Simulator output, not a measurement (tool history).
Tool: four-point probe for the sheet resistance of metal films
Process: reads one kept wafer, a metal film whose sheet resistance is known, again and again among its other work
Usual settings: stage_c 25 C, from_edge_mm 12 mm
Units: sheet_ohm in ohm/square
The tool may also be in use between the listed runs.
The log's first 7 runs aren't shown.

run	hour	stage_c	from_edge_mm	sheet_ohm
8	147.5	25	12	0.124067
9	161.4	25	12	0.124085
10	178.5	25	4	0.124985
11	200.1	18	12	0.124196
12	215.5	25	12	0.124074
13	238.5	25	25	0.123996
14	254.1	35	25	0.123826
15	273.9	25	9	0.124136
16	297.3	25	12	0.124093
17	313.0	25	12	0.124028
18	334.2	25	12	0.124049
# hour 337.0: stage's thermometer calibrated
19	352.7	25	12	0.124164
20	371.6	25	12	0.124111
21	385.8	25	12	0.124152
22	411.4	25	12	0.124140
23	425.5	34	12	0.124037
24	439.8	25	12	0.124163
25	462.7	25	12	0.124120
26	484.8	28	3	0.125842
# hour 489.1: stage's thermometer calibrated, once more
27	512.2	28	3	0.125439
28	524.5	30	54	0.123579
29	547.9	30	14	0.123694

The next listed run, before its measurement:
30	563.1	25	62	?

sheet_ohm: 0.123666 ohm/square
Without the tool's hidden state the same run would have given sheet_ohm 0.123586 ohm/square.
